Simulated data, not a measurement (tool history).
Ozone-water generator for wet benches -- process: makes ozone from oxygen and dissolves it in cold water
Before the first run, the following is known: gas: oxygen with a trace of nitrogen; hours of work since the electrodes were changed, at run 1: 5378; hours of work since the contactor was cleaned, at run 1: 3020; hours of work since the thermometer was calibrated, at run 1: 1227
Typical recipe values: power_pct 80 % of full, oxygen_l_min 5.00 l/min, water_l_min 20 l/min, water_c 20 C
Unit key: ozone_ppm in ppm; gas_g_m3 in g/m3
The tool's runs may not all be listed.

run,hour,power_pct,oxygen_l_min,water_l_min,water_c,hours of work since the electrodes were changed,hours of work since the contactor was cleaned,hours of work since the thermometer was calibrated,ozone_ppm,gas_g_m3
1,0.0,80,5.00,20,20,5378,3020,1227,18.8,203.0
2,101.0,80,5.00,20,20,5479,3121,1327,18.9,205.1
3,230.4,80,5.00,20,20,5608,3250,1456,19.0,202.0
4,446.7,80,5.00,20,20,5823,3465,1671,18.9,202.4
5,628.1,80,5.00,20,20,6004,3646,1852,18.9,203.7
6,772.2,80,8.82,20,20,6147,3789,1995,18.3,151.5
7,985.1,80,3.64,20,20,6359,4001,2207,18.8,240.4
8,1144.6,80,3.64,20,20,6518,4160,2366,18.7,240.1
9,1260.4,80,5.00,20,20,6633,4275,2482,18.9,201.9
10,1418.8,80,5.00,21,20,6791,4433,2639,18.3,203.2
11,1612.6,80,5.00,21,20,6984,4626,2832,18.3,203.9
12,1821.9,80,5.00,21,20,7192,4834,3041,18.0,202.6
# hour 1856.3: water thermometer calibrated
13,2034.4,80,5.00,20,20,7404,5045,177,19.0,202.7
14,2164.1,80,5.00,20,20,7533,5175,306,18.9,205.0
15,2352.4,80,5.00,20,20,7720,5362,494,18.9,204.9
16,2495.2,80,5.00,20,20,7862,5504,636,18.8,201.9
17,2700.6,52,5.00,26,20,8067,5709,841,10.4,136.3
18,2793.1,97,5.00,20,17,8159,5801,933,23.4,241.7
19,2963.1,97,4.95,14,17,8328,5970,1102,30.1,243.4
20,3083.4,97,4.95,14,17,8448,6090,1222,30.7,245.4
21,3288.7,82,4.95,14,27,8652,6294,1426,21.6,208.4
22,3389.2,82,5.83,14,27,8752,6394,1526,21.2,192.2
23,3587.0,82,5.83,14,27,8949,6591,1723,21.3,192.3
24,3739.7,80,4.16,20,13,9101,6743,1875,20.6,225.6
# hour 3784.9: contactor cleaned
25,3893.5,96,4.16,24,22,9251,108,2024,18.6,265.8
26,4077.8,43,5.00,23,20,9434,292,2208,9.7,114.5
27,4236.6,43,5.00,23,20,9592,450,2366,9.8,114.8
28,4416.1,74,3.41,23,20,9771,629,2545,15.5,233.1
29,4526.7,79,5.00,14,20,9881,739,2655,23.9,199.6
30,4711.1,66,2.66,20,17,10065,922,2838,15.2,237.5

What if the next run were any one of these 5? Each begins from the tool's condition after run 30:
A,4826.8,49,2.66,25,26,10180,1037,2954,?,?
B,4826.8,57,2.66,28,17,10180,1037,2954,?,?
C,4826.8,80,7.17,25,23,10180,1037,2954,?,?
D,4826.8,55,2.66,16,14,10180,1037,2954,?,?
E,4826.8,80,5.00,23,26,10180,1037,2954,?,?

run,ozone_ppm,gas_g_m3
A,8.8,176.7
B,9.7,208.3
C,15.6,167.4
D,16.2,199.9
E,15.7,203.5
What these runs would have given with no unlogged condition in the tool:
run,ozone_ppm,gas_g_m3
A,8.8,176.9
B,9.7,208.6
C,15.7,167.8
D,16.2,200.2
E,15.7,203.8

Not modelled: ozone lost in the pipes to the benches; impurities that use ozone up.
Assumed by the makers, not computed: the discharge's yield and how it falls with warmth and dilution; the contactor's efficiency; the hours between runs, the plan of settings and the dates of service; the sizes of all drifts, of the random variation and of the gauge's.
